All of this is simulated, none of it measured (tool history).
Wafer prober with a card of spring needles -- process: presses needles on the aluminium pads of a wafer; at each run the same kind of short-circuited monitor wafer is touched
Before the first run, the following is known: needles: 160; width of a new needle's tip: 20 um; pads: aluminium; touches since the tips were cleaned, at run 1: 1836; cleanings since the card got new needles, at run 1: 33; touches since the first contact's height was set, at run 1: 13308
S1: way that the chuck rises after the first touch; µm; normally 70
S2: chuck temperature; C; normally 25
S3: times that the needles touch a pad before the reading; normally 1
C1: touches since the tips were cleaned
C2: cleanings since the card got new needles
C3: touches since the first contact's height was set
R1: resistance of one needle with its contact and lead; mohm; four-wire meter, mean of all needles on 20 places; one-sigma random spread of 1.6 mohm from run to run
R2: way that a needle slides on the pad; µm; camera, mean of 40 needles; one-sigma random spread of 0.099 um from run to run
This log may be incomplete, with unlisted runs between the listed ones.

run	hour	S1	S2	S3	C1	C2	C3	R1	R2
1	0	70	25	1	1836	33	13308	155	18.52
# hour 15.5: tips cleaned on abrasive film
2	17.4	70	25	1	415	34	17057	156	18.37
# hour 37.4: tips cleaned on abrasive film
3	54.6	70	25	1	3710	35	25078	154	18.61
# hour 60: tips cleaned on abrasive film
# hour 82.5: tips cleaned on abrasive film
4	83.5	70	58	1	214	37	31307	161	18.47
# hour 106.2: tips cleaned on abrasive film
5	117.1	70	25	2	2362	38	38553	156	18.34
# hour 130.9: tips cleaned on abrasive film
6	148.9	70	25	2	3896	39	45422	158	18.55
# hour 154.4: tips cleaned on abrasive film
7	171	70	72	1	3589	40	50171	166	18.53
# hour 177: tips cleaned on abrasive film
8	197.1	70	72	1	4351	41	55803	164	18.52
# hour 199.5: tips cleaned on abrasive film
9	218.3	70	44	1	4065	42	60366	157	18.5
# hour 221.8: tips cleaned on abrasive film
# hour 244: tips cleaned on abrasive film
10	251	70	44	1	1513	44	67407	163	18.57
# hour 266.2: tips cleaned on abrasive film
11	281.4	70	44	1	3280	45	73964	160	18.41
# hour 288.5: tips cleaned on abrasive film
12	298.3	70	44	1	2119	46	77615	158	18.38
# hour 311.1: tips cleaned on abrasive film
13	328.9	70	44	1	3845	47	84204	156	18.37
# hour 334.2: tips cleaned on abrasive film
# hour 356.8: tips cleaned on abrasive film
14	362.3	70	44	1	1200	49	91406	157	18.5
# hour 378.7: tips cleaned on abrasive film
15	382.7	63	72	2	855	50	95791	166	16.72
# hour 401.9: tips cleaned on abrasive film
16	406.4	63	72	2	977	51	100903	166	16.46
# hour 425.9: tips cleaned on abrasive film
17	425.9	57	25	3	0	52	105113	156	15.01
# hour 447.7: tips cleaned on abrasive film
18	454.6	57	37	2	1494	53	111295	162	14.77
# hour 470.9: tips cleaned on abrasive film
19	487.4	86	78	2	3584	54	118387	166	22.51
# hour 494.7: tips cleaned on abrasive film
20	508.2	51	46	1	2936	55	122864	161	13.37
# hour 516.8: tips cleaned on abrasive film
# hour 539.2: tips cleaned on abrasive film
21	548.5	51	46	1	2012	57	131533	163	13.39
# hour 562.7: tips cleaned on abrasive film
22	567	51	46	1	936	58	135528	163	13.42
# hour 585.8: tips cleaned on abrasive film
23	592.4	51	46	1	1429	59	141011	160	13.32

What will run 24 give?
# hour 608.7: tips cleaned on abrasive film
24	623.4	58	25	1	3196	60	147695	?	?

R1: 160 mohm
R2: 15.19 µm
Minus the tool's unlogged condition, the same run would have read R1 160 mohm, R2 15.44 µm.
